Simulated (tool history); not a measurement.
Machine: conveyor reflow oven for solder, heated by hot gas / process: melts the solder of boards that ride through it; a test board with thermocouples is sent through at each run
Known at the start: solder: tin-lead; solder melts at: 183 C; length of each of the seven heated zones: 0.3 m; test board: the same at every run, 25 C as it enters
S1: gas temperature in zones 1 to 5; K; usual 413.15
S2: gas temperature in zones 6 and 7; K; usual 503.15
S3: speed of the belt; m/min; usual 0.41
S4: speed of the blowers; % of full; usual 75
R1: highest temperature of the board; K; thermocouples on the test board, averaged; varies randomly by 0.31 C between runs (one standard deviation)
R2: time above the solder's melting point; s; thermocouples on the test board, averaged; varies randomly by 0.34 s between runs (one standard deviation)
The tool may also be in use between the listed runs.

run	day	S1	S2	S3	S4	R1	R2
1	0	413.15	503.15	0.41	75	485.95	62.9
2	0.292	413.15	503.15	0.398	75	487.25	65.8
3	0.575	413.15	503.15	0.435	75	484.35	56.1
4	1	413.15	503.15	0.435	75	484.25	56.1
5	1.496	413.15	503.15	0.435	75	484.35	56.4
6	1.833	413.15	503.15	0.41	75	486.15	62.4
7	2.083	413.15	503.15	0.41	75	485.65	61.6
8	2.65	413.15	503.15	0.41	75	485.95	62
9	3.038	413.15	503.15	0.41	75	485.45	61.5

Run 10 comes next. What will it give?
10	3.588	423.15	503.15	0.41	75	?	?

R1: 487.65 K
R2: 68.6 s
Were there no unlogged condition in the tool, this run, its random variation unchanged, would have produced R1 489.75 K, R2 70.8 s.
